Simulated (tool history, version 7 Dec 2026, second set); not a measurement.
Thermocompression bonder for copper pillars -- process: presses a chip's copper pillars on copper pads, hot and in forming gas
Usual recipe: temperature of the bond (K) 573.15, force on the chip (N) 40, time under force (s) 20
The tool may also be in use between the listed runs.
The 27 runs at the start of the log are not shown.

run    hour  temperature of the bond (K)  force on the chip (N)  time under force (s)  hours of work since the heater was calibrated  hours of work since the force cell was calibrated  hours of work since the gas filter was changed  force that shears a chip off (N)
 28   768.9                       554.15                     32                    27                                            807                                                913                                             105                              47.5
 29   801.9                       554.15                     32                    27                                            830                                                937                                             128                              47.7
 30   827.4                       554.15                     32                    27                                            849                                                955                                             147                              46.4
 31   866.4                       554.15                     32                    27                                            877                                                983                                             175                              45.1
 32   906.5                       599.15                     32                    22                                            906                                               1012                                             204                              80.0
 33   928.7                       599.15                     32                    22                                            922                                               1028                                             220                              79.4
      933.2  -- forming gas filter changed
      955.3  -- heater calibrated with a thermocouple chip
 34   958.5                       599.15                     32                    22                                              2                                               1047                                              17                              94.8
 35   975.6                       589.15                     28                    23                                             15                                               1060                                              29                              79.4
 36  1005.2                       589.15                     28                    23                                             36                                               1081                                              50                              76.5
 37  1025.4                       573.15                     40                    15                                             50                                               1096                                              65                              69.4
 38  1044.3                       597.15                     30                    44                                             64                                               1109                                              78                             104.6
 39  1080.2                       591.15                     45                    44                                             90                                               1135                                             104                             118.7
 40  1111.4                       591.15                     45                    25                                            112                                               1157                                             127                             103.9

Forecast each of these 3 alternatives for the next run:
  A  1139.4                       588.15                     45                    25                                            132                                               1178                                             147                                 ?
  B  1139.4                       573.15                     40                    26                                            132                                               1178                                             147                                 ?
  C  1139.4                       596.15                     28                    11                                            132                                               1178                                             147                                 ?

run  force that shears a chip off (N)
  A                              99.1
  B                              78.8
  C                              61.6
Had the tool no hidden state, the same runs would have come out as:
run  force that shears a chip off (N)
  A                             109.9
  B                              88.5
  C                              69.6
